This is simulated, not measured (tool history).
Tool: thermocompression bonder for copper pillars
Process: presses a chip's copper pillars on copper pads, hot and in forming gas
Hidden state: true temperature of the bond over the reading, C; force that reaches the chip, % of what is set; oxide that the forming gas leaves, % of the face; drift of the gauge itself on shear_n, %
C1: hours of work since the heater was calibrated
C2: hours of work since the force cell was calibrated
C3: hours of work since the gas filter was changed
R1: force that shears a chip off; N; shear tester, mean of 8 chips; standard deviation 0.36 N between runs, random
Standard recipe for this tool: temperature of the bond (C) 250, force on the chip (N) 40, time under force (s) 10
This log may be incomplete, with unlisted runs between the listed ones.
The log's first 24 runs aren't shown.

run 25 hour=360.7 | temperature_of_the_bond_(C)=257 force_on_the_chip_(N)=41 time_under_force_(s)=28 | C1=905 C2=327 C3=107 | R1=62.1
-- hour=363.6 heater calibrated with a thermocouple chip
run 26 hour=372.4 | temperature_of_the_bond_(C)=261 force_on_the_chip_(N)=45 time_under_force_(s)=11 | C1=4 C2=331 C3=112 | R1=50.8
-- hour=384.1 forming gas filter changed
run 27 hour=388.1 | temperature_of_the_bond_(C)=269 force_on_the_chip_(N)=42 time_under_force_(s)=27 | C1=11 C2=338 C3=2 | R1=74.4
run 28 hour=399.3 | temperature_of_the_bond_(C)=269 force_on_the_chip_(N)=40 time_under_force_(s)=16 | C1=17 C2=344 C3=7 | R1=62.4
run 29 hour=408.1 | temperature_of_the_bond_(C)=278 force_on_the_chip_(N)=53 time_under_force_(s)=11 | C1=21 C2=348 C3=11 | R1=70.7
run 30 hour=422.3 | temperature_of_the_bond_(C)=278 force_on_the_chip_(N)=53 time_under_force_(s)=11 | C1=27 C2=354 C3=18 | R1=70.7
run 31 hour=442.4 | temperature_of_the_bond_(C)=278 force_on_the_chip_(N)=53 time_under_force_(s)=11 | C1=37 C2=364 C3=28 | R1=69.2
-- hour=454.2 heater calibrated with a thermocouple chip, once more
run 32 hour=457.7 | temperature_of_the_bond_(C)=278 force_on_the_chip_(N)=53 time_under_force_(s)=11 | C1=2 C2=370 C3=34 | R1=71
run 33 hour=477.1 | temperature_of_the_bond_(C)=269 force_on_the_chip_(N)=30 time_under_force_(s)=11 | C1=11 C2=379 C3=43 | R1=45.2
run 34 hour=489.4 | temperature_of_the_bond_(C)=269 force_on_the_chip_(N)=30 time_under_force_(s)=11 | C1=17 C2=385 C3=49 | R1=44.1
run 35 hour=500.4 | temperature_of_the_bond_(C)=275 force_on_the_chip_(N)=57 time_under_force_(s)=10 | C1=22 C2=390 C3=54 | R1=69.3
run 36 hour=515.2 | temperature_of_the_bond_(C)=275 force_on_the_chip_(N)=40 time_under_force_(s)=10 | C1=29 C2=397 C3=61 | R1=55
run 37 hour=529.5 | temperature_of_the_bond_(C)=279 force_on_the_chip_(N)=25 time_under_force_(s)=10 | C1=35 C2=404 C3=68 | R1=40.6
run 38 hour=546.2 | temperature_of_the_bond_(C)=231 force_on_the_chip_(N)=40 time_under_force_(s)=10 | C1=43 C2=412 C3=76 | R1=34.3
run 39 hour=560.2 | temperature_of_the_bond_(C)=231 force_on_the_chip_(N)=40 time_under_force_(s)=10 | C1=50 C2=418 C3=82 | R1=34.4
run 40 hour=569.8 | temperature_of_the_bond_(C)=239 force_on_the_chip_(N)=40 time_under_force_(s)=12 | C1=54 C2=423 C3=87 | R1=40.4

Alternative continuations, all from the tool just after run 40; predict every row:
run A hour=588 | temperature_of_the_bond_(C)=226 force_on_the_chip_(N)=53 time_under_force_(s)=10 | C1=63 C2=432 C3=95 | R1=?
run B hour=588 | temperature_of_the_bond_(C)=265 force_on_the_chip_(N)=36 time_under_force_(s)=12 | C1=63 C2=432 C3=95 | R1=?
run C hour=588 | temperature_of_the_bond_(C)=237 force_on_the_chip_(N)=40 time_under_force_(s)=12 | C1=63 C2=432 C3=95 | R1=?

run=A R1=40.1
run=B R1=48.6
run=C R1=38.7
Without the tool's unlogged condition, the same runs would have read:
run=A R1=43.9
run=B R1=53.2
run=C R1=42.4
